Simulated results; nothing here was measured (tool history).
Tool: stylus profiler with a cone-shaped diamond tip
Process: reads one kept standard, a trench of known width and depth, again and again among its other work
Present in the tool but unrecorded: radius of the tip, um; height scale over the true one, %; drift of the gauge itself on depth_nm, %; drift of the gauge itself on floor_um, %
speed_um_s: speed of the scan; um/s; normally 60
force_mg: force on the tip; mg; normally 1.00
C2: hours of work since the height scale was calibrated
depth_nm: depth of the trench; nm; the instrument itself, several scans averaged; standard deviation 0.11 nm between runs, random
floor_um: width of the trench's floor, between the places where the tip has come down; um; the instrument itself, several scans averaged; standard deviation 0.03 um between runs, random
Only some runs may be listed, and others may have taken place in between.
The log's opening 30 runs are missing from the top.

Run 31, hour 1914.2: usual settings but speed_um_s 29 um/s; scans with this tip 706; C2 50. Result: depth_nm 502.06 nm, floor_um 27.14 um.
Run 32, hour 1989.3: usual settings but speed_um_s 16 um/s, force_mg 2.48 mg; scans with this tip 1271; C2 90. Result: depth_nm 503.73 nm, floor_um 27.04 um.
Run 33, hour 2050.1: usual settings but speed_um_s 16 um/s, force_mg 2.03 mg; scans with this tip 1728; C2 123. Result: depth_nm 503.10 nm, floor_um 27.00 um.
Run 34, hour 2130.1: usual settings but speed_um_s 91 um/s, force_mg 0.50 mg; scans with this tip 2330; C2 166. Result: depth_nm 501.41 nm, floor_um 26.43 um.
Run 35, hour 2200.5: usual settings but speed_um_s 91 um/s, force_mg 0.50 mg; scans with this tip 2860; C2 204. Result: depth_nm 501.03 nm, floor_um 26.35 um.
Run 36, hour 2258.4: usual settings but speed_um_s 39 um/s, force_mg 1.31 mg; scans with this tip 3296; C2 235. Result: depth_nm 502.13 nm, floor_um 26.62 um.
Run 37, hour 2297.1: usual settings but speed_um_s 39 um/s, force_mg 1.31 mg; scans with this tip 3587; C2 255. Result: depth_nm 502.41 nm, floor_um 26.62 um.
Run 38, hour 2369.5: usual settings but speed_um_s 70 um/s, force_mg 0.44 mg; scans with this tip 4131; C2 294. Result: depth_nm 500.97 nm, floor_um 26.23 um.
Run 39, hour 2419.8: usual settings but speed_um_s 70 um/s, force_mg 0.44 mg; scans with this tip 4509; C2 321. Result: depth_nm 500.89 nm, floor_um 26.17 um.
Run 40, hour 2507.1: usual settings but speed_um_s 85 um/s, force_mg 2.01 mg; scans with this tip 5166; C2 368. Result: depth_nm 502.90 nm, floor_um 26.27 um.
Run 41, hour 2557.2: usual settings but speed_um_s 85 um/s, force_mg 2.01 mg; scans with this tip 5543; C2 395. Result: depth_nm 502.87 nm, floor_um 26.13 um.
Run 42, hour 2626.5: usual settings but speed_um_s 53 um/s, force_mg 1.76 mg; scans with this tip 6065; C2 432. Result: depth_nm 502.47 nm, floor_um 26.14 um.
Run 43, hour 2714.2: usual settings but speed_um_s 55 um/s, force_mg 1.66 mg; scans with this tip 6725; C2 479. Result: depth_nm 502.22 nm, floor_um 26.00 um.
Run 44, hour 2772.1: usual settings but speed_um_s 33 um/s, force_mg 2.83 mg; scans with this tip 7160; C2 510. Result: depth_nm 503.49 nm, floor_um 26.08 um.
Run 45, hour 2840.4: usual settings but speed_um_s 35 um/s, force_mg 0.43 mg; scans with this tip 7674; C2 546. Result: depth_nm 500.49 nm, floor_um 25.91 um.
Run 46, hour 2919.6: usual settings but speed_um_s 162 um/s, force_mg 0.34 mg; scans with this tip 8269; C2 589. Result: depth_nm 500.43 nm, floor_um 24.96 um.

Consider 4 possible next runs. They are alternatives, not a sequence: every one starts from the tool as it was left by run 46. What does each give?
Run A, hour 2960.2: usual settings but speed_um_s 175 um/s; scans with this tip 8575; C2 610. Result: depth_nm ?, floor_um ?.
Run B, hour 2960.2: usual settings but speed_um_s 42 um/s; scans with this tip 8575; C2 610. Result: depth_nm ?, floor_um ?.
Run C, hour 2960.2: usual settings but speed_um_s 30 um/s, force_mg 0.34 mg; scans with this tip 8575; C2 610. Result: depth_nm ?, floor_um ?.
Run D, hour 2960.2: usual settings but force_mg 1.53 mg; scans with this tip 8575; C2 610. Result: depth_nm ?, floor_um ?.

run  depth_nm  floor_um
  A    501.38     25.30
  B    501.41     25.79
  C    500.35     25.74
  D    501.99     25.80
Take away the tool's hidden state, keep each run's random variation, and the runs would have read:
run  depth_nm  floor_um
  A    502.03     26.72
  B    502.05     27.21
  C    501.00     27.16
  D    502.63     27.21
